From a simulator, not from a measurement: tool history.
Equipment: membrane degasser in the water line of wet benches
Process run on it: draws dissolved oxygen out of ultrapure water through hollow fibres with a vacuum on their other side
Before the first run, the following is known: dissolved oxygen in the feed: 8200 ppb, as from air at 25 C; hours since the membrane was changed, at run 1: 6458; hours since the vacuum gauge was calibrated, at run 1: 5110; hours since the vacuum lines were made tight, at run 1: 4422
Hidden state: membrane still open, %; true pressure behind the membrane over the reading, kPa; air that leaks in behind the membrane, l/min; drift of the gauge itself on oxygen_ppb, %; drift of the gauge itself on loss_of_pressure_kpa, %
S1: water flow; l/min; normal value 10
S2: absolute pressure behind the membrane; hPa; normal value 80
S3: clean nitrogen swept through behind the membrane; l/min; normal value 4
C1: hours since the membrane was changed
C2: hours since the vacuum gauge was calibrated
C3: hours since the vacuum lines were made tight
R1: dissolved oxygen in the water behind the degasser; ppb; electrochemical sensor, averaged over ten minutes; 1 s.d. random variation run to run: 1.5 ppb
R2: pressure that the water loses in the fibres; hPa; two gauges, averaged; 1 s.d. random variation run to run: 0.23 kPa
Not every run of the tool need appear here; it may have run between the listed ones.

Run 1, hour 0: usual settings; C1 6458; C2 5110; C3 4422. Result: R1 170.1 ppb, R2 603 hPa.
Run 2, hour 85.1: usual settings but S2 48 hPa; C1 6543; C2 5195; C3 4507. Result: R1 148.6 ppb, R2 606.8 hPa.
Run 3, hour 189: usual settings but S3 8.75 l/min; C1 6647; C2 5299; C3 4611. Result: R1 153.2 ppb, R2 603.4 hPa.
Run 4, hour 338.9: usual settings but S3 8.75 l/min; C1 6797; C2 5449; C3 4761. Result: R1 152.4 ppb, R2 608.4 hPa.
Run 5, hour 433.4: usual settings but S3 8.75 l/min; C1 6891; C2 5544; C3 4855. Result: R1 156.3 ppb, R2 610 hPa.
Run 6, hour 534.4: usual settings but S1 6 l/min; C1 6992; C2 5645; C3 4957. Result: R1 85.7 ppb, R2 364.9 hPa.
Run 7, hour 674: usual settings but S1 6 l/min; C1 7132; C2 5784; C3 5096. Result: R1 86.7 ppb, R2 366.3 hPa.
Run 8, hour 840: usual settings but S1 6 l/min; C1 7298; C2 5950; C3 5262. Result: R1 88.1 ppb, R2 365.2 hPa.
Run 9, hour 918.8: usual settings; C1 7377; C2 6029; C3 5341. Result: R1 174.9 ppb, R2 608.9 hPa.
Run 10, hour 1030.8: usual settings; C1 7489; C2 6141; C3 5453. Result: R1 171.1 ppb, R2 605 hPa.
Run 11, hour 1105.3: usual settings; C1 7563; C2 6216; C3 5527. Result: R1 173.3 ppb, R2 613.2 hPa.
Run 12, hour 1278.6: usual settings; C1 7736; C2 6389; C3 5701. Result: R1 174.7 ppb, R2 612.2 hPa.
Run 13, hour 1393.7: usual settings; C1 7852; C2 6504; C3 5816. Result: R1 175.8 ppb, R2 611.7 hPa.
Run 14, hour 1522.8: usual settings; C1 7981; C2 6633; C3 5945. Result: R1 177.2 ppb, R2 607.1 hPa.
Run 15, hour 1662.4: usual settings; C1 8120; C2 6773; C3 6085. Result: R1 173.8 ppb, R2 610.1 hPa.
Run 16, hour 1791.3: usual settings; C1 8249; C2 6902; C3 6213. Result: R1 174.7 ppb, R2 607.8 hPa.
At hour 1807.7: vacuum gauge calibrated.
Run 17, hour 1903.6: usual settings; C1 8361; C2 96; C3 6325. Result: R1 172.3 ppb, R2 613.7 hPa.
Run 18, hour 2075.7: usual settings but S3 7.79 l/min; C1 8533; C2 268; C3 6497. Result: R1 162.4 ppb, R2 617.4 hPa.
Run 19, hour 2248.8: usual settings but S2 88.6 hPa, S3 2.79 l/min; C1 8706; C2 441; C3 6670. Result: R1 196.4 ppb, R2 610.5 hPa.
At hour 2310.7: vacuum gauge calibrated, once more.
Run 20, hour 2337.3: usual settings but S2 88.6 hPa, S3 5.76 l/min; C1 8794; C2 27; C3 6758. Result: R1 173.5 ppb, R2 615.9 hPa.
Run 21, hour 2439.9: usual settings but S1 15 l/min, S2 152.5 hPa; C1 8897; C2 129; C3 6861. Result: R1 349.9 ppb, R2 920.3 hPa.
Run 22, hour 2556.9: usual settings but S2 110.7 hPa, S3 5.48 l/min; C1 9014; C2 246; C3 6978. Result: R1 183.3 ppb, R2 617.8 hPa.
Run 23, hour 2644.2: usual settings but S1 11 l/min, S2 152.5 hPa, S3 8.62 l/min; C1 9101; C2 334; C3 7065. Result: R1 202.5 ppb, R2 677.8 hPa.
Run 24, hour 2720.1: usual settings but S1 6 l/min, S3 11.63 l/min; C1 9177; C2 409; C3 7141. Result: R1 79.5 ppb, R2 369 hPa.
Run 25, hour 2816.8: usual settings but S1 13 l/min, S2 117.4 hPa, S3 3.49 l/min; C1 9274; C2 506; C3 7238. Result: R1 284.5 ppb, R2 801.4 hPa.
Run 26, hour 2901: usual settings but S1 13 l/min, S2 117.4 hPa, S3 3.49 l/min; C1 9358; C2 590; C3 7322. Result: R1 284.4 ppb, R2 793.8 hPa.
Run 27, hour 3007.1: usual settings but S1 13 l/min, S2 117.4 hPa, S3 3.49 l/min; C1 9464; C2 696; C3 7428. Result: R1 284.3 ppb, R2 799.6 hPa.
Run 28, hour 3146: usual settings but S1 6 l/min; C1 9603; C2 835; C3 7567. Result: R1 91.7 ppb, R2 365.5 hPa.
Run 29, hour 3229.8: usual settings but S2 59.9 hPa; C1 9687; C2 919; C3 7651. Result: R1 164.7 ppb, R2 616.9 hPa.
Run 30, hour 3393.7: usual settings but S2 59.9 hPa; C1 9851; C2 1083; C3 7815. Result: R1 169 ppb, R2 617.8 hPa.
Run 31, hour 3510.7: usual settings but S2 59.5 hPa, S3 3.12 l/min; C1 9968; C2 1200; C3 7932. Result: R1 175 ppb, R2 618.3 hPa.
Run 32, hour 3634.3: usual settings but S2 59.5 hPa, S3 3.12 l/min; C1 10091; C2 1324; C3 8055. Result: R1 174.6 ppb, R2 622.7 hPa.
Run 33, hour 3788.8: usual settings but S2 59.5 hPa, S3 3.12 l/min; C1 10246; C2 1478; C3 8210. Result: R1 176.2 ppb, R2 621.7 hPa.

Branching from run 33: 3 alternative next runs. What would each branch give?
Run A, hour 3902.1: usual settings but S1 14 l/min, S2 106.5 hPa, S3 2.19 l/min; C1 10359; C2 1591; C3 8323. Result: R1 ?, R2 ?.
Run B, hour 3902.1: usual settings but S1 6 l/min, S2 59.5 hPa, S3 3.12 l/min; C1 10359; C2 1591; C3 8323. Result: R1 ?, R2 ?.
Run C, hour 3902.1: usual settings but S3 4.18 l/min; C1 10359; C2 1591; C3 8323. Result: R1 ?, R2 ?.

run     R1     R2
  A  341.9  865.5
  B   89.3  372.7
  C  182.4  623.1
Take away the tool's hidden state, keep each run's random variation, and the runs would have read:
run     R1     R2
  A  290.1  812.7
  B     68  350.1
  C  145.5  585.3
